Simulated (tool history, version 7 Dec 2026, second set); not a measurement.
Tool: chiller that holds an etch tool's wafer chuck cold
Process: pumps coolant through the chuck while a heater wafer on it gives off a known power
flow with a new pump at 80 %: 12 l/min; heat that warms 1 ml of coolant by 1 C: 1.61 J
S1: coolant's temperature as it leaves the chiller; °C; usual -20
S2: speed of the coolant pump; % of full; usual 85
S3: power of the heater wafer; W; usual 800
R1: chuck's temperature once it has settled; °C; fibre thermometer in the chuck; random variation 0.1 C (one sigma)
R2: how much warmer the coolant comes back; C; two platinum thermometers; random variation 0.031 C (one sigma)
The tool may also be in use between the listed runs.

run 1 hour=0.0 | S1=-20 S2=85 S3=800 | R1=-13.9 R2=2.33
run 2 hour=31.5 | S1=-20 S2=85 S3=800 | R1=-14.0 R2=2.31
run 3 hour=86.5 | S1=-20 S2=85 S3=800 | R1=-13.9 R2=2.31
run 4 hour=148.8 | S1=-23 S2=85 S3=800 | R1=-17.0 R2=2.38
run 5 hour=181.3 | S1=-23 S2=85 S3=800 | R1=-16.9 R2=2.39
run 6 hour=219.7 | S1=-23 S2=85 S3=800 | R1=-16.9 R2=2.31
run 7 hour=274.2 | S1=-23 S2=85 S3=800 | R1=-16.8 R2=2.37
run 8 hour=333.1 | S1=-28 S2=85 S3=800 | R1=-22.0 R2=2.35
run 9 hour=376.6 | S1=-28 S2=85 S3=800 | R1=-21.9 R2=2.34
run 10 hour=432.4 | S1=-19 S2=85 S3=800 | R1=-12.9 R2=2.36
run 11 hour=460.7 | S1=-20 S2=98 S3=800 | R1=-14.4 R2=2.06
run 12 hour=496.1 | S1=-20 S2=85 S3=800 | R1=-14.1 R2=2.36
run 13 hour=522.5 | S1=-20 S2=85 S3=800 | R1=-13.9 R2=2.33
run 14 hour=580.6 | S1=-20 S2=85 S3=435 | R1=-16.9 R2=1.28
run 15 hour=608.8 | S1=-20 S2=85 S3=435 | R1=-16.9 R2=1.32
run 16 hour=664.2 | S1=-20 S2=85 S3=800 | R1=-13.9 R2=2.33
run 17 hour=704.2 | S1=-20 S2=85 S3=800 | R1=-14.0 R2=2.43
run 18 hour=745.9 | S1=-16 S2=83 S3=599 | R1=-11.2 R2=1.77
run 19 hour=798.5 | S1=-24 S2=81 S3=973 | R1=-16.5 R2=3.04
run 20 hour=829.2 | S1=-24 S2=85 S3=702 | R1=-18.6 R2=2.05
run 21 hour=892.9 | S1=-24 S2=85 S3=702 | R1=-18.7 R2=2.09

The next listed run, before its measurement:
run 22 hour=920.6 | S1=-24 S2=85 S3=702 | R1=? R2=?

R1: -18.7 °C
R2: 2.07 C
Without the tool's hidden state the same run would have given R1 -18.7 °C, R2 2.07 C.
